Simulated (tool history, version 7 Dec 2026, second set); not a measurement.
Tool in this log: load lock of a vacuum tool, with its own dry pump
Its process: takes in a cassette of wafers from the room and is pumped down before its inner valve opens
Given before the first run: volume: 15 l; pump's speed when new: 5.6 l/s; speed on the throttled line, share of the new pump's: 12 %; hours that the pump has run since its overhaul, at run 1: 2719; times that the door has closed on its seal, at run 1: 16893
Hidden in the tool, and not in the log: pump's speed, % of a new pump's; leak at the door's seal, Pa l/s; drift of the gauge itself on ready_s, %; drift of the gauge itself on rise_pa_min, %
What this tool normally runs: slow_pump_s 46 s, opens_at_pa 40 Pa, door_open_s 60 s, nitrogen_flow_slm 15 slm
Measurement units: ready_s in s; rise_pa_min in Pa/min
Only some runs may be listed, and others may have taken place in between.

run    hour  slow_pump_s  opens_at_pa  door_open_s  nitrogen_flow_slm  hours that the pump has run since its overhaul  times that the door has closed on its seal  incoming humidity of the room's air, %  ready_s  rise_pa_min
  1     0.0           46           40           60                 15                                            2719                                       16893                                    45.0     62.8        0.253
  2   103.8           46           40           60                 15                                            2823                                       17367                                    43.3     63.4        0.259
  3   194.5           46           40           60                 15                                            2914                                       17782                                    45.7     62.3        0.276
  4   248.3           46           40           61                 15                                            2968                                       18028                                    45.2     62.5        0.276
  5   348.4           46           40           61                 15                                            3068                                       18485                                    44.0     63.2        0.286
  6   452.3           46           40           61                 15                                            3172                                       18960                                    46.6     62.4        0.304
  7   549.8           46           40           61                 15                                            3269                                       19405                                    49.5     62.1        0.308
  8   633.0           46           40           60                 15                                            3352                                       19785                                    42.8     62.6        0.315
  9   689.3           46           40           60                 15                                            3409                                       20043                                    42.8     63.4        0.320
      722.6  -- door's seal changed, seat wiped
 10   774.7           46           40           60                 15                                            3493                                         238                                    44.8     62.4        0.044
 11   822.7           46           33           60                 15                                            3541                                         458                                    42.5     62.9        0.040
 12   890.3           46           33           60                 15                                            3608                                         766                                    44.0     63.1        0.044
 13   937.8           46           33           60                 15                                            3656                                         983                                    43.8     64.0        0.046
 14  1016.5           46           40          228                 15                                            3734                                        1343                                    46.7     62.3        0.118
 15  1103.9           46           40          228                  5                                            3822                                        1743                                    46.0     62.6        0.177
 16  1167.0           46           40          183                 30                                            3885                                        2031                                    47.0     62.6        0.076
 17  1249.3           46           40           52                 30                                            3967                                        2407                                    45.4     62.7        0.043
 18  1306.3           84           40           52                 30                                            4024                                        2667                                    43.3     95.0        0.043
 19  1395.5           84           40          107                 30                                            4113                                        3075                                    45.2     95.4        0.063
 20  1494.5           84           30          107                 19                                            4212                                        3527                                    46.9     98.3        0.081
 21  1597.7           84           30          107                 19                                            4316                                        3999                                    44.8     97.2        0.086
 22  1639.5           84           30          107                 19                                            4357                                        4190                                    46.9     96.7        0.089
 23  1720.5           84           30          107                 19                                            4438                                        4561                                    44.5     96.6        0.087
 24  1823.0           61           53          100                 15                                            4541                                        5029                                    46.8     75.1        0.097
 25  1876.5           61           53          218                  7                                            4594                                        5273                                    46.5     75.3        0.194
 26  1925.3           46           39           60                 15                                            4643                                        5496                                    46.7     63.3        0.083
 27  2004.6           27           46           70                 15                                            4722                                        5858                                    42.5     46.0        0.100
 28  2080.0           46           29           60                 39                                            4798                                        6203                                    46.5     63.3        0.070
 29  2151.9           46           43           35                 15                                            4870                                        6532                                    46.9     62.4        0.085
 30  2195.3           51           45           60                 15                                            4913                                        6730                                    45.8     67.7        0.096

Forecast each of these 3 alternatives for the next run:
  A  2272.5           69           45           60                  8                                            4990                                        7083                                    46.2        ?            ?
  B  2272.5           51           56           71                 45                                            4990                                        7083                                    43.4        ?            ?
  C  2272.5           51           30           60                 17                                            4990                                        7083                                    46.2        ?            ?

run  ready_s  rise_pa_min
  A     83.6        0.116
  B     66.4        0.081
  C     69.1        0.097
What these runs would have given with no unlogged condition in the tool:
run  ready_s  rise_pa_min
  A     82.6        0.059
  B     65.2        0.025
  C     67.8        0.041
